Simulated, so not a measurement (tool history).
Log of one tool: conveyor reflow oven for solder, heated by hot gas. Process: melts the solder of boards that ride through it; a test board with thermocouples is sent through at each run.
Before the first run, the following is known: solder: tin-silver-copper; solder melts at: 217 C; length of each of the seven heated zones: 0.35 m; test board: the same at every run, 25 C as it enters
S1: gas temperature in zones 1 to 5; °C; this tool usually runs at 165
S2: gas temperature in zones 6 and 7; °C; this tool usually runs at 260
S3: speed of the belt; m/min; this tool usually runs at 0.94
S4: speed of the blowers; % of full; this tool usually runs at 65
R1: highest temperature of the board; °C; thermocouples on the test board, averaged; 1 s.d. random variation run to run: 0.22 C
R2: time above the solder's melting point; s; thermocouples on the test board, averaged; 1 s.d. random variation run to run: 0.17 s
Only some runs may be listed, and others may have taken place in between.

{"run": 1, "hour": 0.0, "S1": 165, "S2": 260, "S3": 0.94, "S4": 65, "R1": 236.9, "R2": 22.5}
{"run": 2, "hour": 23.4, "S1": 165, "S2": 260, "S3": 0.94, "S4": 65, "R1": 236.3, "R2": 22.4}
{"run": 3, "hour": 44.4, "S1": 165, "S2": 260, "S3": 0.94, "S4": 65, "R1": 235.7, "R2": 22.4}
{"run": 4, "hour": 64.3, "S1": 165, "S2": 260, "S3": 0.94, "S4": 58, "R1": 234.5, "R2": 20.1}
{"hour": 73.3, "done": "thermocouples of zones 6 and 7 changed"}
{"run": 5, "hour": 78.3, "S1": 165, "S2": 260, "S3": 0.94, "S4": 58, "R1": 236.3, "R2": 21.3}
{"run": 6, "hour": 90.1, "S1": 165, "S2": 260, "S3": 0.94, "S4": 58, "R1": 235.8, "R2": 21.4}
{"run": 7, "hour": 101.7, "S1": 165, "S2": 260, "S3": 0.94, "S4": 58, "R1": 235.6, "R2": 21.2}
{"run": 8, "hour": 125.8, "S1": 165, "S2": 260, "S3": 0.94, "S4": 58, "R1": 235.2, "R2": 21}
{"hour": 156.0, "done": "flux residue cleaned out of gas plates and filters"}
{"run": 9, "hour": 156.8, "S1": 165, "S2": 265, "S3": 0.94, "S4": 65, "R1": 244.1, "R2": 27.1}
{"run": 10, "hour": 183.2, "S1": 165, "S2": 260, "S3": 0.94, "S4": 66, "R1": 239.5, "R2": 24.9}
{"run": 11, "hour": 206.0, "S1": 165, "S2": 252, "S3": 0.94, "S4": 65, "R1": 232.5, "R2": 19.5}
{"run": 12, "hour": 228.0, "S1": 165, "S2": 252, "S3": 0.94, "S4": 65, "R1": 232.7, "R2": 19.6}
{"run": 13, "hour": 245.3, "S1": 165, "S2": 252, "S3": 0.94, "S4": 65, "R1": 232.1, "R2": 19.4}
{"run": 14, "hour": 257.6, "S1": 165, "S2": 252, "S3": 0.94, "S4": 65, "R1": 232.1, "R2": 19.4}
{"run": 15, "hour": 274.8, "S1": 162, "S2": 262, "S3": 1.04, "S4": 59, "R1": 233.5, "R2": 17.1}
{"run": 16, "hour": 291.1, "S1": 162, "S2": 262, "S3": 0.773, "S4": 82, "R1": 249.1, "R2": 38.1}
{"run": 17, "hour": 309.7, "S1": 162, "S2": 262, "S3": 0.773, "S4": 82, "R1": 249.1, "R2": 37.7}
{"run": 18, "hour": 327.0, "S1": 162, "S2": 262, "S3": 0.773, "S4": 82, "R1": 248.7, "R2": 37.5}
{"run": 19, "hour": 342.0, "S1": 159, "S2": 260, "S3": 0.773, "S4": 78, "R1": 246, "R2": 35.2}
{"run": 20, "hour": 364.6, "S1": 165, "S2": 249, "S3": 0.76, "S4": 65, "R1": 235, "R2": 28.8}
{"run": 21, "hour": 389.5, "S1": 165, "S2": 260, "S3": 0.928, "S4": 65, "R1": 238, "R2": 23.9}
{"run": 22, "hour": 413.6, "S1": 165, "S2": 260, "S3": 0.874, "S4": 52, "R1": 236.2, "R2": 23.7}
{"run": 23, "hour": 429.2, "S1": 163, "S2": 260, "S3": 0.874, "S4": 52, "R1": 235.5, "R2": 22.7}
{"hour": 456.5, "done": "flux residue cleaned out of gas plates and filters"}
{"run": 24, "hour": 460.1, "S1": 160, "S2": 260, "S3": 0.874, "S4": 52, "R1": 237.4, "R2": 23.8}
{"run": 25, "hour": 472.1, "S1": 160, "S2": 260, "S3": 0.874, "S4": 52, "R1": 236.8, "R2": 23.7}
{"run": 26, "hour": 483.9, "S1": 160, "S2": 259, "S3": 0.874, "S4": 50, "R1": 235.5, "R2": 22.3}
{"run": 27, "hour": 507.8, "S1": 160, "S2": 259, "S3": 0.874, "S4": 50, "R1": 235, "R2": 21.8}
{"run": 28, "hour": 531.7, "S1": 160, "S2": 259, "S3": 0.874, "S4": 50, "R1": 234.7, "R2": 21.8}

3 ways to go on from here, each from the tool as it stands after run 28. What would each give?
{"run": "A", "hour": 553.7, "S1": 178, "S2": 259, "S3": 0.973, "S4": 50, "R1": "?", "R2": "?"}
{"run": "B", "hour": 553.7, "S1": 170, "S2": 259, "S3": 0.874, "S4": 50, "R1": "?", "R2": "?"}
{"run": "C", "hour": 553.7, "S1": 160, "S2": 256, "S3": 0.874, "S4": 55, "R1": "?", "R2": "?"}

run=A R1=234.8 R2=22.2
run=B R1=236.7 R2=25.5
run=C R1=234 R2=21.1
The same runs, with their run-to-run variation unchanged, on a tool lacking any hidden condition would have given:
run=A R1=235.6 R2=22.4
run=B R1=237.5 R2=25.6
run=C R1=234.9 R2=21.4
